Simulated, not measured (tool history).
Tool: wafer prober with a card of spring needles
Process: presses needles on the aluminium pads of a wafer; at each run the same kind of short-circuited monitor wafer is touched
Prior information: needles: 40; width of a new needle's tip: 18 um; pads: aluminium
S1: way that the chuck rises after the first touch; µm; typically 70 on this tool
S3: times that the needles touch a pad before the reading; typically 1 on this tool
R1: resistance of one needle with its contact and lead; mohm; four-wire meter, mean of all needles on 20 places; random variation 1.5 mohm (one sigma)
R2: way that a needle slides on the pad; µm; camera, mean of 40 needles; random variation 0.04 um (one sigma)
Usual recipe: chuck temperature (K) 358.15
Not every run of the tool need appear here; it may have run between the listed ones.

{"run": 1, "hour": 0.0, "S1": 70, "chuck temperature (K)": 358.15, "S3": 1, "R1": 147, "R2": 10.3}
{"hour": 17.7, "done": "tips cleaned on abrasive film"}
{"hour": 30.1, "done": "height of the first contact set anew"}
{"hour": 33.7, "done": "tips cleaned on abrasive film"}
{"hour": 49.0, "done": "tips cleaned on abrasive film"}
{"run": 2, "hour": 52.7, "S1": 83, "chuck temperature (K)": 358.15, "S3": 1, "R1": 166, "R2": 12.58}
{"hour": 63.4, "done": "tips cleaned on abrasive film"}
{"hour": 80.3, "done": "tips cleaned on abrasive film"}
{"run": 3, "hour": 83.5, "S1": 83, "chuck temperature (K)": 358.15, "S3": 1, "R1": 161, "R2": 12.59}
{"hour": 96.6, "done": "tips cleaned on abrasive film"}
{"run": 4, "hour": 109.5, "S1": 70, "chuck temperature (K)": 299.15, "S3": 1, "R1": 202, "R2": 10.61}
{"hour": 111.8, "done": "tips cleaned on abrasive film"}
{"hour": 128.6, "done": "tips cleaned on abrasive film"}
{"hour": 145.2, "done": "tips cleaned on abrasive film"}
{"run": 5, "hour": 157.7, "S1": 70, "chuck temperature (K)": 299.15, "S3": 1, "R1": 208, "R2": 10.5}
{"hour": 160.3, "done": "tips cleaned on abrasive film"}
{"hour": 177.3, "done": "tips cleaned on abrasive film"}
{"hour": 194.9, "done": "tips cleaned on abrasive film"}
{"run": 6, "hour": 199.2, "S1": 70, "chuck temperature (K)": 299.15, "S3": 1, "R1": 161, "R2": 10.49}
{"hour": 212.2, "done": "tips cleaned on abrasive film"}
{"hour": 228.4, "done": "tips cleaned on abrasive film"}
{"run": 7, "hour": 236.3, "S1": 59, "chuck temperature (K)": 358.15, "S3": 1, "R1": 209, "R2": 8.81}
{"hour": 243.6, "done": "tips cleaned on abrasive film"}
{"hour": 259.8, "done": "tips cleaned on abrasive film"}
{"run": 8, "hour": 259.8, "S1": 59, "chuck temperature (K)": 358.15, "S3": 1, "R1": 147, "R2": 8.79}
{"hour": 274.3, "done": "tips cleaned on abrasive film"}
{"run": 9, "hour": 281.8, "S1": 63, "chuck temperature (K)": 358.15, "S3": 3, "R1": 162, "R2": 9.38}
{"hour": 291.7, "done": "tips cleaned on abrasive film"}
{"hour": 308.1, "done": "tips cleaned on abrasive film"}
{"hour": 324.8, "done": "tips cleaned on abrasive film"}
{"run": 10, "hour": 330.9, "S1": 51, "chuck temperature (K)": 302.15, "S3": 1, "R1": 225, "R2": 7.65}
{"hour": 341.8, "done": "tips cleaned on abrasive film"}
{"hour": 358.6, "done": "tips cleaned on abrasive film"}
{"run": 11, "hour": 359.5, "S1": 51, "chuck temperature (K)": 349.15, "S3": 1, "R1": 167, "R2": 7.56}
{"hour": 376.4, "done": "tips cleaned on abrasive film"}
{"run": 12, "hour": 383.5, "S1": 74, "chuck temperature (K)": 317.15, "S3": 2, "R1": 157, "R2": 10.93}
{"hour": 393.4, "done": "tips cleaned on abrasive film"}
{"hour": 409.8, "done": "tips cleaned on abrasive film"}
{"run": 13, "hour": 411.6, "S1": 63, "chuck temperature (K)": 353.15, "S3": 2, "R1": 153, "R2": 9.3}
{"hour": 425.7, "done": "tips cleaned on abrasive film"}
{"hour": 441.4, "done": "tips cleaned on abrasive film"}
{"run": 14, "hour": 455.2, "S1": 66, "chuck temperature (K)": 304.15, "S3": 1, "R1": 225, "R2": 9.71}
{"hour": 458.0, "done": "tips cleaned on abrasive film"}
{"hour": 475.4, "done": "tips cleaned on abrasive film"}
{"hour": 492.9, "done": "tips cleaned on abrasive film"}
{"hour": 507.3, "done": "tips cleaned on abrasive film"}
{"run": 15, "hour": 507.4, "S1": 68, "chuck temperature (K)": 327.15, "S3": 2, "R1": 139, "R2": 9.96}

Consider 3 possible next runs. They are alternatives, not a sequence: every one starts from the tool as it was left by run 15. What does each give?
{"hour": 524.4, "done": "tips cleaned on abrasive film"}
{"hour": 528.2, "done": "height of the first contact set anew"}
{"hour": 541.6, "done": "tips cleaned on abrasive film"}
{"hour": 559.1, "done": "tips cleaned on abrasive film"}
{"run": "A", "hour": 561.1, "S1": 61, "chuck temperature (K)": 387.15, "S3": 3, "R1": "?", "R2": "?"}
{"hour": 524.4, "done": "tips cleaned on abrasive film"}
{"hour": 528.2, "done": "height of the first contact set anew"}
{"hour": 541.6, "done": "tips cleaned on abrasive film"}
{"hour": 559.1, "done": "tips cleaned on abrasive film"}
{"run": "B", "hour": 561.1, "S1": 89, "chuck temperature (K)": 327.15, "S3": 2, "R1": "?", "R2": "?"}
{"hour": 524.4, "done": "tips cleaned on abrasive film"}
{"hour": 528.2, "done": "height of the first contact set anew"}
{"hour": 541.6, "done": "tips cleaned on abrasive film"}
{"hour": 559.1, "done": "tips cleaned on abrasive film"}
{"run": "C", "hour": 561.1, "S1": 65, "chuck temperature (K)": 338.15, "S3": 2, "R1": "?", "R2": "?"}

run=A R1=151 R2=9.25
run=B R1=142 R2=13.53
run=C R1=152 R2=9.88
Without the tool's hidden state the same runs would have given:
run=A R1=141 R2=9.28
run=B R1=133 R2=13.56
run=C R1=137 R2=9.9

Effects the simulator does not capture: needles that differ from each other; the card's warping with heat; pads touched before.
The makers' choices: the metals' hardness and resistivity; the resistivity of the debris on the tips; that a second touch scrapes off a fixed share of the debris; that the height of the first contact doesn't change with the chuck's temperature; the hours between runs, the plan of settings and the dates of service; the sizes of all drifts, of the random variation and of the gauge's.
